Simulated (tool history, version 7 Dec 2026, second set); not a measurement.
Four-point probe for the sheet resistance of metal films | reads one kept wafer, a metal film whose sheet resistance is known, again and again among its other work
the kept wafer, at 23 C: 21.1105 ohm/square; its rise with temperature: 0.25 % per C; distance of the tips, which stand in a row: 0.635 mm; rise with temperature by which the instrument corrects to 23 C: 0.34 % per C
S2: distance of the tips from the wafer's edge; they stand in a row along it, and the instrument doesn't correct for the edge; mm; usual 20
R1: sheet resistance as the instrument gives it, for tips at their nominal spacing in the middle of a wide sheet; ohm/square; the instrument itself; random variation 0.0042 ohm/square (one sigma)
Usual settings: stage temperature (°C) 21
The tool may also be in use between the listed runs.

run 1 hour=0.0 | stage_temperature_(°C)=21 S2=20 | R1=21.212889
run 2 hour=31.3 | stage_temperature_(°C)=21 S2=20 | R1=21.216980
run 3 hour=66.3 | stage_temperature_(°C)=21 S2=20 | R1=21.217749
run 4 hour=111.2 | stage_temperature_(°C)=21 S2=20 | R1=21.215980
run 5 hour=158.6 | stage_temperature_(°C)=25 S2=20 | R1=21.147218
run 6 hour=191.2 | stage_temperature_(°C)=25 S2=20 | R1=21.138746
run 7 hour=221.3 | stage_temperature_(°C)=25 S2=20 | R1=21.145160
run 8 hour=263.3 | stage_temperature_(°C)=25 S2=11 | R1=21.175902
-- hour=267.4 stage's thermometer calibrated
run 9 hour=301.0 | stage_temperature_(°C)=25 S2=11 | R1=21.172670
run 10 hour=343.9 | stage_temperature_(°C)=25 S2=11 | R1=21.172890
run 11 hour=380.1 | stage_temperature_(°C)=21 S2=53 | R1=21.225480
run 12 hour=423.7 | stage_temperature_(°C)=21 S2=53 | R1=21.230367
-- hour=455.9 stage's thermometer calibrated, once more
run 13 hour=471.0 | stage_temperature_(°C)=21 S2=20 | R1=21.249167
run 14 hour=492.0 | stage_temperature_(°C)=21 S2=20 | R1=21.250461
run 15 hour=533.4 | stage_temperature_(°C)=21 S2=3 | R1=21.747179
run 16 hour=573.1 | stage_temperature_(°C)=21 S2=3 | R1=21.759394
run 17 hour=617.8 | stage_temperature_(°C)=21 S2=43 | R1=21.249003
run 18 hour=655.6 | stage_temperature_(°C)=24 S2=14 | R1=21.219993
run 19 hour=690.5 | stage_temperature_(°C)=24 S2=14 | R1=21.213308
run 20 hour=729.2 | stage_temperature_(°C)=28 S2=14 | R1=21.148987
run 21 hour=756.3 | stage_temperature_(°C)=28 S2=14 | R1=21.153463
run 22 hour=779.6 | stage_temperature_(°C)=28 S2=14 | R1=21.140510
run 23 hour=805.6 | stage_temperature_(°C)=28 S2=14 | R1=21.155575
run 24 hour=853.9 | stage_temperature_(°C)=23 S2=73 | R1=21.229139
run 25 hour=899.0 | stage_temperature_(°C)=32 S2=20 | R1=21.075989
run 26 hour=926.7 | stage_temperature_(°C)=23 S2=6 | R1=21.350437
run 27 hour=955.8 | stage_temperature_(°C)=23 S2=6 | R1=21.361922
run 28 hour=998.9 | stage_temperature_(°C)=19 S2=43 | R1=21.315865
run 29 hour=1040.1 | stage_temperature_(°C)=33 S2=8 | R1=21.126130
run 30 hour=1066.5 | stage_temperature_(°C)=20 S2=57 | R1=21.300599
run 31 hour=1113.6 | stage_temperature_(°C)=20 S2=55 | R1=21.311825

3 ways to go on from here, each from the tool as it stands after run 31. What would each give?
run A hour=1146.0 | stage_temperature_(°C)=21 S2=60 | R1=?
run B hour=1146.0 | stage_temperature_(°C)=21 S2=26 | R1=?
run C hour=1146.0 | stage_temperature_(°C)=19 S2=14 | R1=?

run=A R1=21.274383
run=B R1=21.295620
run=C R1=21.350752
Without the tool's hidden state the same runs would have given:
run=A R1=21.140959
run=B R1=21.162066
run=C R1=21.216881
